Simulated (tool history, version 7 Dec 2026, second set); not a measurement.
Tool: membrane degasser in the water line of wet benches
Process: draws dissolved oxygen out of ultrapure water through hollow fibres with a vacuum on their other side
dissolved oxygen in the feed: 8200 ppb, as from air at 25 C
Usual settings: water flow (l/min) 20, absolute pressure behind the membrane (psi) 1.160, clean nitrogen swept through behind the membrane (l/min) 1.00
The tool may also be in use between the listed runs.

run	day	water flow (l/min)	absolute pressure behind the membrane (psi)	clean nitrogen swept through behind the membrane (l/min)	dissolved oxygen in the water behind the degasser (ppb)	pressure that the water loses in the fibres (psi)
1	0.000	20	1.160	1.00	235.7	9.536
2	7.100	20	1.160	1.00	237.2	9.525
3	12.667	20	1.160	1.00	238.0	9.570
4	23.825	16	1.160	1.00	193.5	7.645
5	32.492	20	1.160	0.69	324.1	9.606
6	42.700	20	1.160	0.69	320.9	9.613
7	51.954	20	1.160	0.69	322.2	9.542
8	56.892	20	1.160	0.69	329.6	9.530
9	64.383	20	1.160	0.69	322.8	9.586
10	72.104	20	1.160	0.69	323.6	9.572
11	77.871	20	1.160	0.69	327.8	9.587
12	87.858	20	1.160	0.69	325.4	9.655
13	94.962	20	1.160	0.69	327.2	9.631
14	101.233	20	1.160	0.69	328.5	9.636
15	106.292	20	1.160	0.69	328.5	9.660
16	114.962	20	1.160	0.69	328.1	9.603
17	119.767	26	1.160	0.69	408.4	12.505
# day 120.621: vacuum gauge calibrated
18	126.971	23	1.053	2.39	129.5	11.104
19	135.971	23	1.053	2.39	129.5	11.130
20	143.567	22	0.940	1.00	206.9	10.682
21	150.712	27	2.218	0.93	747.7	13.037
# day 151.238: vacuum gauge calibrated, once more
22	157.533	20	0.873	1.72	97.6	9.616
23	162.433	13	0.808	1.03	76.5	6.308
24	170.688	13	0.808	1.03	77.1	6.316
25	176.717	26	0.796	1.49	128.4	12.700
26	184.646	26	2.657	0.96	845.1	12.626
27	193.867	20	0.719	1.10	95.3	9.718

Run 28 comes next. What will it give?
28	203.892	17	1.418	0.84	?	?

dissolved oxygen in the water behind the degasser (ppb): 310.9
pressure that the water loses in the fibres (psi): 8.247
Without the tool's hidden state the same run would have given dissolved oxygen in the water behind the degasser (ppb) 297.6, pressure that the water loses in the fibres (psi) 7.950.
